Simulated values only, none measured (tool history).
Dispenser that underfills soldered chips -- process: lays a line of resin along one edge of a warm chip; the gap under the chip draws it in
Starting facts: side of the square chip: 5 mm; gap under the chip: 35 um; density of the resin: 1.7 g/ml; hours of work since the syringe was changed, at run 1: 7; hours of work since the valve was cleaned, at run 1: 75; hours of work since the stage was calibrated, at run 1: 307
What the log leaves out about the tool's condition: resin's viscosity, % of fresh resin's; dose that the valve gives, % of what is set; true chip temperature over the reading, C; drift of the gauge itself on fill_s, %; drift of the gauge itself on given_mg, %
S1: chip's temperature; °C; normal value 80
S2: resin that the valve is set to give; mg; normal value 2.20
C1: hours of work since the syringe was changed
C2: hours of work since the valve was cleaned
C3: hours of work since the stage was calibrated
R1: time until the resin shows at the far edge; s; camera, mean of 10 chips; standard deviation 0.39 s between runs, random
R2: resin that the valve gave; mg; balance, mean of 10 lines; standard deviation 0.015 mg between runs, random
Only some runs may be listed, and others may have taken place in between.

run,hour,S1,S2,C1,C2,C3,R1,R2
1,0.0,80,2.20,7,75,307,55.0,2.08
# hour 6.9: new syringe of resin
2,7.6,80,2.20,0,80,311,31.0,2.08
3,14.8,80,2.20,5,84,316,44.1,2.03
4,24.5,94,2.20,11,90,322,37.9,2.08
# hour 25.9: new syringe of resin
5,33.4,94,2.20,5,95,327,21.6,2.03
6,43.4,80,2.20,11,101,333,75.5,2.03
# hour 44.8: new syringe of resin
7,53.4,80,2.46,5,107,339,47.0,2.25
8,58.8,73,2.41,8,110,342,90.2,2.21
# hour 63.6: new syringe of resin
# hour 69.9: dispensing valve cleaned and set on the balance
9,72.9,73,2.41,5,2,350,67.2,2.42
10,79.2,74,2.01,9,6,354,91.6,2.01
# hour 83.0: new syringe of resin
11,85.2,74,2.01,1,9,357,46.7,2.00
12,91.2,81,2.79,5,13,361,43.2,2.79
# hour 102.2: new syringe of resin
13,104.3,87,2.75,1,20,368,21.7,2.71

Here are 3 independent what-if runs from the current tool condition. What would each one return?
A,111.2,80,2.24,5,25,373,?,?
B,111.2,91,2.45,5,25,373,?,?
C,111.2,74,2.59,5,25,373,?,?

run,R1,R2
A,48.6,2.22
B,26.9,2.42
C,64.1,2.56
Without the tool's hidden state the same runs would have given:
run,R1,R2
A,25.8,2.25
B,14.4,2.47
C,33.6,2.61

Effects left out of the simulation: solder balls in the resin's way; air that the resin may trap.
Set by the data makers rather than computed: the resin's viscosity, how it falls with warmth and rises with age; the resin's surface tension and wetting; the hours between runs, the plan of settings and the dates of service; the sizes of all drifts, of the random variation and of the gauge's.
